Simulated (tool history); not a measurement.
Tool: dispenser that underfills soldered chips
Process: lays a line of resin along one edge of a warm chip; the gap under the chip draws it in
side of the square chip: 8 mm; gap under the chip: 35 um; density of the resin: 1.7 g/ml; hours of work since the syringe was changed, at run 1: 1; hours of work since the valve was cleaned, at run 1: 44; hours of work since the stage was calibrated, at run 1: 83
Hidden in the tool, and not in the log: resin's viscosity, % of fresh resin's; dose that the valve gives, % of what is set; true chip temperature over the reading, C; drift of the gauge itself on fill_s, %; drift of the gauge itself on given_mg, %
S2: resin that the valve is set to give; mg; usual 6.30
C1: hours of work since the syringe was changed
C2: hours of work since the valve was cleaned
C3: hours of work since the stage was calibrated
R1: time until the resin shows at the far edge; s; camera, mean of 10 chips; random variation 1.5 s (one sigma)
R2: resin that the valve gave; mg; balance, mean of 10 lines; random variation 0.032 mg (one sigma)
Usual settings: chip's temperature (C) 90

{"run": 1, "hour": 0.0, "chip's temperature (C)": 90, "S2": 6.3, "C1": 1, "C2": 44, "C3": 83, "R1": 153.8, "R2": 6.06}
{"run": 2, "hour": 5.1, "chip's temperature (C)": 90, "S2": 6.3, "C1": 5, "C2": 48, "C3": 87, "R1": 181.6, "R2": 6.08}
{"run": 3, "hour": 10.3, "chip's temperature (C)": 90, "S2": 6.3, "C1": 9, "C2": 51, "C3": 91, "R1": 207.4, "R2": 5.99}
{"hour": 13.6, "done": "new syringe of resin"}
{"run": 4, "hour": 16.1, "chip's temperature (C)": 90, "S2": 6.3, "C1": 2, "C2": 56, "C3": 95, "R1": 155.1, "R2": 6.01}
{"run": 5, "hour": 21.7, "chip's temperature (C)": 90, "S2": 6.3, "C1": 6, "C2": 60, "C3": 99, "R1": 186.2, "R2": 5.98}
{"run": 6, "hour": 26.3, "chip's temperature (C)": 90, "S2": 6.3, "C1": 10, "C2": 63, "C3": 103, "R1": 213.8, "R2": 5.93}
{"hour": 29.4, "done": "new syringe of resin"}
{"run": 7, "hour": 30.0, "chip's temperature (C)": 90, "S2": 6.3, "C1": 0, "C2": 66, "C3": 105, "R1": 148.0, "R2": 5.92}
{"run": 8, "hour": 35.2, "chip's temperature (C)": 90, "S2": 7.0, "C1": 4, "C2": 70, "C3": 109, "R1": 171.9, "R2": 6.52}
{"run": 9, "hour": 40.7, "chip's temperature (C)": 90, "S2": 7.0, "C1": 8, "C2": 74, "C3": 113, "R1": 205.2, "R2": 6.51}
{"hour": 45.0, "done": "new syringe of resin"}
{"run": 10, "hour": 48.0, "chip's temperature (C)": 90, "S2": 6.3, "C1": 2, "C2": 79, "C3": 119, "R1": 162.6, "R2": 5.85}
{"run": 11, "hour": 51.4, "chip's temperature (C)": 90, "S2": 6.3, "C1": 5, "C2": 82, "C3": 121, "R1": 182.8, "R2": 5.81}
{"run": 12, "hour": 56.8, "chip's temperature (C)": 90, "S2": 6.3, "C1": 9, "C2": 86, "C3": 125, "R1": 213.3, "R2": 5.76}
{"hour": 60.6, "done": "new syringe of resin"}
{"run": 13, "hour": 61.6, "chip's temperature (C)": 90, "S2": 6.3, "C1": 1, "C2": 89, "C3": 129, "R1": 150.1, "R2": 5.79}
{"run": 14, "hour": 67.5, "chip's temperature (C)": 76, "S2": 6.3, "C1": 5, "C2": 94, "C3": 133, "R1": 290.3, "R2": 5.78}
{"run": 15, "hour": 73.3, "chip's temperature (C)": 76, "S2": 6.3, "C1": 10, "C2": 98, "C3": 138, "R1": 342.5, "R2": 5.73}
{"hour": 76.4, "done": "new syringe of resin"}
{"run": 16, "hour": 80.3, "chip's temperature (C)": 90, "S2": 6.3, "C1": 3, "C2": 103, "C3": 143, "R1": 164.2, "R2": 5.72}
{"run": 17, "hour": 83.8, "chip's temperature (C)": 90, "S2": 6.3, "C1": 5, "C2": 106, "C3": 145, "R1": 185.0, "R2": 5.66}
{"run": 18, "hour": 90.6, "chip's temperature (C)": 76, "S2": 6.3, "C1": 11, "C2": 111, "C3": 150, "R1": 365.0, "R2": 5.72}
{"hour": 91.8, "done": "new syringe of resin"}
{"hour": 93.4, "done": "dispensing valve cleaned and set on the balance"}
{"run": 19, "hour": 94.9, "chip's temperature (C)": 76, "S2": 6.3, "C1": 2, "C2": 1, "C3": 152, "R1": 244.6, "R2": 6.27}
{"run": 20, "hour": 98.5, "chip's temperature (C)": 91, "S2": 6.3, "C1": 4, "C2": 4, "C3": 155, "R1": 164.4, "R2": 6.33}
{"run": 21, "hour": 102.9, "chip's temperature (C)": 77, "S2": 6.04, "C1": 8, "C2": 7, "C3": 158, "R1": 300.1, "R2": 6.0}
{"run": 22, "hour": 107.1, "chip's temperature (C)": 81, "S2": 5.67, "C1": 11, "C2": 10, "C3": 162, "R1": 308.2, "R2": 5.63}
{"hour": 108.5, "done": "new syringe of resin"}
{"run": 23, "hour": 114.2, "chip's temperature (C)": 83, "S2": 7.93, "C1": 4, "C2": 15, "C3": 167, "R1": 209.3, "R2": 7.85}
{"run": 24, "hour": 117.4, "chip's temperature (C)": 87, "S2": 6.26, "C1": 7, "C2": 18, "C3": 169, "R1": 205.3, "R2": 6.21}
{"hour": 124.1, "done": "new syringe of resin"}
{"run": 25, "hour": 124.4, "chip's temperature (C)": 90, "S2": 5.9, "C1": 0, "C2": 23, "C3": 174, "R1": 142.2, "R2": 5.78}
{"run": 26, "hour": 129.1, "chip's temperature (C)": 102, "S2": 6.73, "C1": 4, "C2": 26, "C3": 178, "R1": 113.0, "R2": 6.57}
{"run": 27, "hour": 134.6, "chip's temperature (C)": 91, "S2": 6.3, "C1": 8, "C2": 31, "C3": 182, "R1": 191.2, "R2": 6.13}
{"run": 28, "hour": 138.9, "chip's temperature (C)": 90, "S2": 8.06, "C1": 11, "C2": 34, "C3": 185, "R1": 223.2, "R2": 7.84}
{"hour": 139.5, "done": "new syringe of resin"}
{"run": 29, "hour": 144.3, "chip's temperature (C)": 90, "S2": 5.47, "C1": 4, "C2": 38, "C3": 189, "R1": 170.3, "R2": 5.3}
{"run": 30, "hour": 150.7, "chip's temperature (C)": 99, "S2": 5.7, "C1": 8, "C2": 42, "C3": 194, "R1": 158.9, "R2": 5.51}
{"hour": 155.1, "done": "new syringe of resin"}
{"run": 31, "hour": 156.0, "chip's temperature (C)": 91, "S2": 7.77, "C1": 1, "C2": 46, "C3": 197, "R1": 140.3, "R2": 7.5}
{"run": 32, "hour": 160.6, "chip's temperature (C)": 84, "S2": 6.51, "C1": 4, "C2": 50, "C3": 201, "R1": 206.6, "R2": 6.28}
{"run": 33, "hour": 164.1, "chip's temperature (C)": 90, "S2": 8.07, "C1": 7, "C2": 52, "C3": 204, "R1": 187.9, "R2": 7.74}
{"run": 34, "hour": 168.7, "chip's temperature (C)": 90, "S2": 8.07, "C1": 10, "C2": 56, "C3": 207, "R1": 217.2, "R2": 7.66}
{"hour": 170.9, "done": "new syringe of resin"}
{"run": 35, "hour": 175.8, "chip's temperature (C)": 84, "S2": 5.49, "C1": 4, "C2": 61, "C3": 212, "R1": 201.7, "R2": 5.18}

Forecast each of these 4 alternatives for the next run:
{"run": "A", "hour": 181.5, "chip's temperature (C)": 89, "S2": 6.71, "C1": 8, "C2": 65, "C3": 216, "R1": "?", "R2": "?"}
{"run": "B", "hour": 181.5, "chip's temperature (C)": 90, "S2": 7.82, "C1": 8, "C2": 65, "C3": 216, "R1": "?", "R2": "?"}
{"run": "C", "hour": 181.5, "chip's temperature (C)": 88, "S2": 6.3, "C1": 8, "C2": 65, "C3": 216, "R1": "?", "R2": "?"}
{"run": "D", "hour": 181.5, "chip's temperature (C)": 94, "S2": 6.59, "C1": 8, "C2": 65, "C3": 216, "R1": "?", "R2": "?"}

run=A R1=203.9 R2=6.39
run=B R1=192.8 R2=7.42
run=C R1=211.4 R2=5.93
run=D R1=172.9 R2=6.29
Without the tool's hidden state the same runs would have given:
run=A R1=153.1 R2=6.76
run=B R1=145.2 R2=7.84
run=C R1=158.5 R2=6.27
run=D R1=129.6 R2=6.65
